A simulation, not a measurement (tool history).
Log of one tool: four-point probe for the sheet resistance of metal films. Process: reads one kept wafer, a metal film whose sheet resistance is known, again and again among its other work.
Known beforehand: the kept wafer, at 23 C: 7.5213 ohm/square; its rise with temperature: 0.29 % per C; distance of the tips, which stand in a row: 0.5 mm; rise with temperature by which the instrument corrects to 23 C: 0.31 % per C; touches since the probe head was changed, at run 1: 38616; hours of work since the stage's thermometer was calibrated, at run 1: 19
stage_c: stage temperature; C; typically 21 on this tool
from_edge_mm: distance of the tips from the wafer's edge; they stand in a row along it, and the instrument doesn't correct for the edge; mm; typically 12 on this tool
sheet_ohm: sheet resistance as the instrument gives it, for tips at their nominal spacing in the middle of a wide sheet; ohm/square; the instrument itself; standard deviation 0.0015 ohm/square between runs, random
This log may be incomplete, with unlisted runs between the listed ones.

run,hour,stage_c,from_edge_mm,touches since the probe head was changed,hours of work since the stage's thermometer was calibrated,sheet_ohm
1,0.0,21,12,38616,19,7.533083
2,14.2,21,12,39096,25,7.531867
3,34.1,21,12,39762,33,7.532022
4,50.7,21,12,40320,41,7.531193
5,65.1,21,4,40806,47,7.588460
6,87.1,21,4,41545,56,7.588611
7,102.0,21,4,42048,63,7.589107
8,121.7,21,4,42708,71,7.591142
9,147.7,21,12,43582,83,7.533521
10,163.8,21,12,44124,90,7.535417
11,177.9,21,12,44599,96,7.534451
12,200.2,21,12,45349,106,7.535945
13,224.1,21,7,46154,116,7.549349
14,239.7,21,5,46678,123,7.565278
15,265.6,21,5,47549,134,7.566709
16,283.5,21,3,48151,142,7.640136
17,311.0,21,3,49073,154,7.638151
18,335.2,29,4,49888,164,7.577013
19,349.8,29,4,50380,170,7.576911
# hour 352.8: stage's thermometer calibrated
20,368.5,24,42,50990,7,7.525535
21,392.8,18,19,51807,17,7.537212
22,409.5,21,8,52369,25,7.544058
23,429.5,21,17,53041,33,7.532013
24,457.0,21,10,53968,45,7.538683
25,471.3,24,21,54448,51,7.527232
26,497.9,19,68,55343,63,7.534671
# hour 500.9: stage's thermometer calibrated, once more
27,524.5,29,70,56220,10,7.517549
28,545.1,22,3,56914,19,7.640783
29,560.8,22,3,57440,26,7.640505
30,585.8,33,70,58281,37,7.510858
31,607.7,33,6,59019,46,7.536510

Here are 4 independent what-if runs from the current tool condition. What would each one return?
A,619.1,23,50,59400,51,?
B,619.1,21,11,59400,51,?
C,619.1,20,12,59400,51,?
D,619.1,31,19,59400,51,?

run,sheet_ohm
A,7.527979
B,7.539475
C,7.539649
D,7.515946
With the hidden condition removed and each run's random variation left untouched, the same runs would have given:
run,sheet_ohm
A,7.521838
B,7.533322
C,7.533494
D,7.509827

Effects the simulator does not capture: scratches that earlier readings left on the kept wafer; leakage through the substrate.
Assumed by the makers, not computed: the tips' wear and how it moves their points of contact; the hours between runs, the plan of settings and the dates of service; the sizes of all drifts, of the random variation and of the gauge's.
